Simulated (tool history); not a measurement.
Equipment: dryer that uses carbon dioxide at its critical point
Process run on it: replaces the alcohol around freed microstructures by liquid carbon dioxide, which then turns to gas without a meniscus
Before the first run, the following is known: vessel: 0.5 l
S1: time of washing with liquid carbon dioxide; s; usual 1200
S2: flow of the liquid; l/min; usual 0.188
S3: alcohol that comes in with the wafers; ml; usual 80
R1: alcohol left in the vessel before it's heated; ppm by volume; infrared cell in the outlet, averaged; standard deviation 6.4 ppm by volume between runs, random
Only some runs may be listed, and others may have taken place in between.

{"run": 1, "day": 0.0, "S1": 1200, "S2": 0.188, "S3": 80, "R1": 606}
{"run": 2, "day": 0.612, "S1": 1200, "S2": 0.188, "S3": 80, "R1": 630}
{"run": 3, "day": 1.35, "S1": 1200, "S2": 0.188, "S3": 80, "R1": 621}
{"run": 4, "day": 2.738, "S1": 780, "S2": 0.188, "S3": 80, "R1": 4313}
{"day": 2.871, "done": "inlet filter changed"}
{"run": 5, "day": 3.979, "S1": 1200, "S2": 0.163, "S3": 80, "R1": 731}
{"run": 6, "day": 4.612, "S1": 1200, "S2": 0.163, "S3": 80, "R1": 773}
{"run": 7, "day": 5.367, "S1": 1200, "S2": 0.163, "S3": 80, "R1": 770}
{"run": 8, "day": 6.621, "S1": 1200, "S2": 0.163, "S3": 80, "R1": 784}
{"run": 9, "day": 7.588, "S1": 1200, "S2": 0.163, "S3": 80, "R1": 813}
{"run": 10, "day": 8.458, "S1": 1200, "S2": 0.163, "S3": 80, "R1": 817}
{"run": 11, "day": 9.371, "S1": 1200, "S2": 0.276, "S3": 80, "R1": 82}
{"run": 12, "day": 10.267, "S1": 1200, "S2": 0.188, "S3": 80, "R1": 402}
{"run": 13, "day": 11.504, "S1": 1200, "S2": 0.188, "S3": 108, "R1": 509}
{"run": 14, "day": 12.579, "S1": 1200, "S2": 0.188, "S3": 80, "R1": 423}
{"run": 15, "day": 13.6, "S1": 1200, "S2": 0.269, "S3": 80, "R1": 90}
{"run": 16, "day": 14.754, "S1": 1200, "S2": 0.269, "S3": 80, "R1": 98}
{"run": 17, "day": 15.558, "S1": 1200, "S2": 0.269, "S3": 80, "R1": 95}
{"run": 18, "day": 16.354, "S1": 1200, "S2": 0.269, "S3": 80, "R1": 93}
{"run": 19, "day": 17.662, "S1": 1200, "S2": 0.269, "S3": 80, "R1": 100}
{"run": 20, "day": 18.317, "S1": 1200, "S2": 0.269, "S3": 80, "R1": 107}
{"run": 21, "day": 19.275, "S1": 1200, "S2": 0.269, "S3": 80, "R1": 116}
{"run": 22, "day": 20.5, "S1": 1200, "S2": 0.269, "S3": 80, "R1": 114}
{"run": 23, "day": 21.358, "S1": 1200, "S2": 0.269, "S3": 80, "R1": 121}
{"run": 24, "day": 22.508, "S1": 1200, "S2": 0.269, "S3": 80, "R1": 119}
{"run": 25, "day": 23.167, "S1": 1200, "S2": 0.269, "S3": 80, "R1": 127}
{"run": 26, "day": 24.346, "S1": 1560, "S2": 0.188, "S3": 59, "R1": 170}
{"run": 27, "day": 25.483, "S1": 1260, "S2": 0.158, "S3": 39, "R1": 638}
{"run": 28, "day": 26.833, "S1": 960, "S2": 0.216, "S3": 52, "R1": 626}
{"run": 29, "day": 28.129, "S1": 1800, "S2": 0.216, "S3": 36, "R1": 100}
{"run": 30, "day": 29.392, "S1": 1800, "S2": 0.216, "S3": 36, "R1": 113}
{"run": 31, "day": 30.8, "S1": 1200, "S2": 0.218, "S3": 80, "R1": 345}
{"run": 32, "day": 31.396, "S1": 1200, "S2": 0.173, "S3": 66, "R1": 916}
{"day": 31.979, "done": "inlet filter changed"}
{"run": 33, "day": 32.162, "S1": 1200, "S2": 0.173, "S3": 66, "R1": 507}
{"run": 34, "day": 33.217, "S1": 1200, "S2": 0.173, "S3": 66, "R1": 511}
{"run": 35, "day": 34.067, "S1": 1200, "S2": 0.173, "S3": 66, "R1": 523}
{"run": 36, "day": 35.167, "S1": 780, "S2": 0.122, "S3": 88, "R1": 13723}
{"run": 37, "day": 35.846, "S1": 780, "S2": 0.122, "S3": 88, "R1": 13742}
{"run": 38, "day": 36.929, "S1": 1620, "S2": 0.276, "S3": 22, "R1": 113}
{"run": 39, "day": 38.142, "S1": 1620, "S2": 0.276, "S3": 22, "R1": 126}
{"run": 40, "day": 39.3, "S1": 1020, "S2": 0.147, "S3": 22, "R1": 901}
{"run": 41, "day": 40.254, "S1": 1500, "S2": 0.147, "S3": 66, "R1": 486}
{"run": 42, "day": 41.354, "S1": 1140, "S2": 0.196, "S3": 93, "R1": 577}
{"run": 43, "day": 42.162, "S1": 1920, "S2": 0.207, "S3": 80, "R1": 142}
{"run": 44, "day": 43.392, "S1": 900, "S2": 0.125, "S3": 80, "R1": 8562}
{"run": 45, "day": 44.229, "S1": 840, "S2": 0.188, "S3": 80, "R1": 2543}
{"run": 46, "day": 45.592, "S1": 1200, "S2": 0.188, "S3": 21, "R1": 248}
{"run": 47, "day": 46.838, "S1": 900, "S2": 0.163, "S3": 45, "R1": 2098}

Below, some changes in R1 between adjacent runs. For each, the amount present without the hidden state too (settings, incoming material, random variation) and the amount remaining for the hidden state with gauge scatter not shared by both compared results:
The hidden state here: flow that reaches the vessel past the clogged filter, %; alcohol in the recycled carbon dioxide, ppm; drift of the gauge itself on alcohol_ppm, %.
Run 3 -> 4: S1 1200 -> 780. R1 +3692 ppm by volume: hidden state +1509, all else +2183.
Run 4 -> 5: S1 780 -> 1200, S2 0.188 -> 0.163, inlet filter changed. R1 -3582 ppm by volume: hidden state -1786, all else -1796.
Run 35 -> 36: S1 1200 -> 780, S2 0.173 -> 0.122, S3 66 -> 88. R1 +13200 ppm by volume: hidden state +582, all else +12618.
Run 37 -> 38: S1 780 -> 1620, S2 0.122 -> 0.276, S3 88 -> 22. R1 -13629 ppm by volume: hidden state -704, all else -12925.
Run 43 -> 44: S1 1920 -> 900, S2 0.207 -> 0.125. R1 +8420 ppm by volume: hidden state +1339, all else +7081.

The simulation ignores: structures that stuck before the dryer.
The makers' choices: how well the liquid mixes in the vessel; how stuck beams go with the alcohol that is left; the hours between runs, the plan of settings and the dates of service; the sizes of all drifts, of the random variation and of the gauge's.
